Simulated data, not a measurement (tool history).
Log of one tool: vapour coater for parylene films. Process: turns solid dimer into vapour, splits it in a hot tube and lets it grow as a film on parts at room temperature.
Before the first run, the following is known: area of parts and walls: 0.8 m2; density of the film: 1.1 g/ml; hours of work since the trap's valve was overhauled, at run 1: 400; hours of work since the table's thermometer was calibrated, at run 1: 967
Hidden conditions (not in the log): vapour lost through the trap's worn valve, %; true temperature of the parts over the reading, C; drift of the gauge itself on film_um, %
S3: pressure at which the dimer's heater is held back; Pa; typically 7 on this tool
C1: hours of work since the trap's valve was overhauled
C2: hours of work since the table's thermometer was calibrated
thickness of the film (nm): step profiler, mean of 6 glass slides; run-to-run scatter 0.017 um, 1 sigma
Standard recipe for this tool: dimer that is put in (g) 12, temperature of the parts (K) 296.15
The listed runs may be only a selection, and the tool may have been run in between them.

run 1 day=0 | dimer_that_is_put_in_(g)=12 temperature_of_the_parts_(K)=296.15 S3=7 | C1=400 C2=967 | thickness_of_the_film_(nm)=5860
run 2 day=1.288 | dimer_that_is_put_in_(g)=12 temperature_of_the_parts_(K)=296.15 S3=7 | C1=424 C2=991 | thickness_of_the_film_(nm)=5810
run 3 day=2.221 | dimer_that_is_put_in_(g)=12 temperature_of_the_parts_(K)=296.15 S3=7 | C1=441 C2=1008 | thickness_of_the_film_(nm)=5810
-- day=3.308 trap's valve overhauled
run 4 day=3.496 | dimer_that_is_put_in_(g)=5 temperature_of_the_parts_(K)=296.15 S3=7 | C1=3 C2=1029 | thickness_of_the_film_(nm)=2350
run 5 day=4.571 | dimer_that_is_put_in_(g)=5 temperature_of_the_parts_(K)=296.15 S3=7 | C1=23 C2=1049 | thickness_of_the_film_(nm)=2340
run 6 day=5.892 | dimer_that_is_put_in_(g)=5 temperature_of_the_parts_(K)=296.15 S3=2.52 | C1=48 C2=1074 | thickness_of_the_film_(nm)=2560
run 7 day=7.008 | dimer_that_is_put_in_(g)=5 temperature_of_the_parts_(K)=296.15 S3=2.52 | C1=69 C2=1094 | thickness_of_the_film_(nm)=2580
-- day=7.262 trap's valve overhauled, once more
run 8 day=8.404 | dimer_that_is_put_in_(g)=5 temperature_of_the_parts_(K)=296.15 S3=2.52 | C1=21 C2=1117 | thickness_of_the_film_(nm)=2850
run 9 day=9.296 | dimer_that_is_put_in_(g)=5 temperature_of_the_parts_(K)=296.15 S3=2.52 | C1=38 C2=1134 | thickness_of_the_film_(nm)=2860
run 10 day=10.112 | dimer_that_is_put_in_(g)=12 temperature_of_the_parts_(K)=296.15 S3=7 | C1=53 C2=1149 | thickness_of_the_film_(nm)=6180
run 11 day=11.196 | dimer_that_is_put_in_(g)=12 temperature_of_the_parts_(K)=288.15 S3=7 | C1=73 C2=1169 | thickness_of_the_film_(nm)=9070
run 12 day=12.517 | dimer_that_is_put_in_(g)=10 temperature_of_the_parts_(K)=296.15 S3=7 | C1=98 C2=1194 | thickness_of_the_film_(nm)=5100
run 13 day=13.412 | dimer_that_is_put_in_(g)=12 temperature_of_the_parts_(K)=296.15 S3=7 | C1=114 C2=1210 | thickness_of_the_film_(nm)=6130
run 14 day=14.55 | dimer_that_is_put_in_(g)=12 temperature_of_the_parts_(K)=298.15 S3=7 | C1=136 C2=1232 | thickness_of_the_film_(nm)=5590
run 15 day=15.517 | dimer_that_is_put_in_(g)=12 temperature_of_the_parts_(K)=298.15 S3=7 | C1=154 C2=1250 | thickness_of_the_film_(nm)=5540
run 16 day=16.521 | dimer_that_is_put_in_(g)=12 temperature_of_the_parts_(K)=298.15 S3=7 | C1=172 C2=1268 | thickness_of_the_film_(nm)=5560
run 17 day=17.25 | dimer_that_is_put_in_(g)=12 temperature_of_the_parts_(K)=298.15 S3=7 | C1=186 C2=1282 | thickness_of_the_film_(nm)=5520
run 18 day=18.646 | dimer_that_is_put_in_(g)=10 temperature_of_the_parts_(K)=296.15 S3=7 | C1=212 C2=1308 | thickness_of_the_film_(nm)=5080
run 19 day=19.433 | dimer_that_is_put_in_(g)=18 temperature_of_the_parts_(K)=296.15 S3=7 | C1=227 C2=1322 | thickness_of_the_film_(nm)=9100
run 20 day=20.842 | dimer_that_is_put_in_(g)=18 temperature_of_the_parts_(K)=296.15 S3=7 | C1=253 C2=1349 | thickness_of_the_film_(nm)=9100
run 21 day=21.471 | dimer_that_is_put_in_(g)=12 temperature_of_the_parts_(K)=296.15 S3=7 | C1=264 C2=1360 | thickness_of_the_film_(nm)=6070
run 22 day=22.362 | dimer_that_is_put_in_(g)=12 temperature_of_the_parts_(K)=296.15 S3=7 | C1=281 C2=1377 | thickness_of_the_film_(nm)=6040
run 23 day=23.325 | dimer_that_is_put_in_(g)=12 temperature_of_the_parts_(K)=296.15 S3=7 | C1=299 C2=1395 | thickness_of_the_film_(nm)=6050
run 24 day=23.929 | dimer_that_is_put_in_(g)=15 temperature_of_the_parts_(K)=296.15 S3=10.48 | C1=310 C2=1406 | thickness_of_the_film_(nm)=7230
run 25 day=25.067 | dimer_that_is_put_in_(g)=15 temperature_of_the_parts_(K)=292.15 S3=2.09 | C1=331 C2=1427 | thickness_of_the_film_(nm)=10280
run 26 day=25.662 | dimer_that_is_put_in_(g)=11 temperature_of_the_parts_(K)=292.15 S3=7.59 | C1=343 C2=1438 | thickness_of_the_film_(nm)=6630
run 27 day=26.783 | dimer_that_is_put_in_(g)=11 temperature_of_the_parts_(K)=292.15 S3=7.59 | C1=363 C2=1459 | thickness_of_the_film_(nm)=6610
run 28 day=27.729 | dimer_that_is_put_in_(g)=14 temperature_of_the_parts_(K)=289.15 S3=6.42 | C1=381 C2=1477 | thickness_of_the_film_(nm)=9880
run 29 day=28.433 | dimer_that_is_put_in_(g)=14 temperature_of_the_parts_(K)=289.15 S3=6.42 | C1=394 C2=1490 | thickness_of_the_film_(nm)=9870
run 30 day=29.408 | dimer_that_is_put_in_(g)=14 temperature_of_the_parts_(K)=289.15 S3=6.42 | C1=412 C2=1508 | thickness_of_the_film_(nm)=9910
run 31 day=30.033 | dimer_that_is_put_in_(g)=14 temperature_of_the_parts_(K)=289.15 S3=6.42 | C1=424 C2=1520 | thickness_of_the_film_(nm)=9840
run 32 day=30.942 | dimer_that_is_put_in_(g)=8 temperature_of_the_parts_(K)=307.15 S3=8.05 | C1=441 C2=1537 | thickness_of_the_film_(nm)=2310
-- day=32.071 trap's valve overhauled
run 33 day=32.112 | dimer_that_is_put_in_(g)=8 temperature_of_the_parts_(K)=296.15 S3=7 | C1=1 C2=1555 | thickness_of_the_film_(nm)=4220
run 34 day=32.917 | dimer_that_is_put_in_(g)=17 temperature_of_the_parts_(K)=306.15 S3=7 | C1=16 C2=1570 | thickness_of_the_film_(nm)=5540
run 35 day=33.696 | dimer_that_is_put_in_(g)=12 temperature_of_the_parts_(K)=296.15 S3=2.37 | C1=30 C2=1585 | thickness_of_the_film_(nm)=7040
run 36 day=34.667 | dimer_that_is_put_in_(g)=12 temperature_of_the_parts_(K)=296.15 S3=2.37 | C1=48 C2=1603 | thickness_of_the_film_(nm)=6940
run 37 day=35.538 | dimer_that_is_put_in_(g)=12 temperature_of_the_parts_(K)=296.15 S3=2.37 | C1=64 C2=1619 | thickness_of_the_film_(nm)=7010
run 38 day=36.421 | dimer_that_is_put_in_(g)=17 temperature_of_the_parts_(K)=292.15 S3=2.4 | C1=81 C2=1636 | thickness_of_the_film_(nm)=11980
run 39 day=37.021 | dimer_that_is_put_in_(g)=16 temperature_of_the_parts_(K)=298.15 S3=5.98 | C1=92 C2=1647 | thickness_of_the_film_(nm)=7720
run 40 day=37.992 | dimer_that_is_put_in_(g)=16 temperature_of_the_parts_(K)=298.15 S3=5.98 | C1=110 C2=1665 | thickness_of_the_film_(nm)=7700
run 41 day=38.738 | dimer_that_is_put_in_(g)=15 temperature_of_the_parts_(K)=292.15 S3=2.08 | C1=124 C2=1679 | thickness_of_the_film_(nm)=10670
run 42 day=39.396 | dimer_that_is_put_in_(g)=6 temperature_of_the_parts_(K)=300.15 S3=2.25 | C1=136 C2=1691 | thickness_of_the_film_(nm)=2880
run 43 day=40.788 | dimer_that_is_put_in_(g)=7 temperature_of_the_parts_(K)=302.15 S3=3.16 | C1=162 C2=1717 | thickness_of_the_film_(nm)=2940
run 44 day=41.888 | dimer_that_is_put_in_(g)=10 temperature_of_the_parts_(K)=290.15 S3=7.97 | C1=183 C2=1737 | thickness_of_the_film_(nm)=6820
run 45 day=42.775 | dimer_that_is_put_in_(g)=6 temperature_of_the_parts_(K)=303.15 S3=2.22 | C1=199 C2=1754 | thickness_of_the_film_(nm)=2480

Run 46 is up next; what results do you expect?
-- day=44.154 table's thermometer calibrated
run 46 day=44.158 | dimer_that_is_put_in_(g)=12 temperature_of_the_parts_(K)=296.15 S3=2.49 | C1=224 C2=0 | thickness_of_the_film_(nm)=?

{"run 46": {"thickness of the film (nm)": 6350}}
The same run, on a tool lacking any hidden state, would have yielded thickness of the film (nm) 6570.

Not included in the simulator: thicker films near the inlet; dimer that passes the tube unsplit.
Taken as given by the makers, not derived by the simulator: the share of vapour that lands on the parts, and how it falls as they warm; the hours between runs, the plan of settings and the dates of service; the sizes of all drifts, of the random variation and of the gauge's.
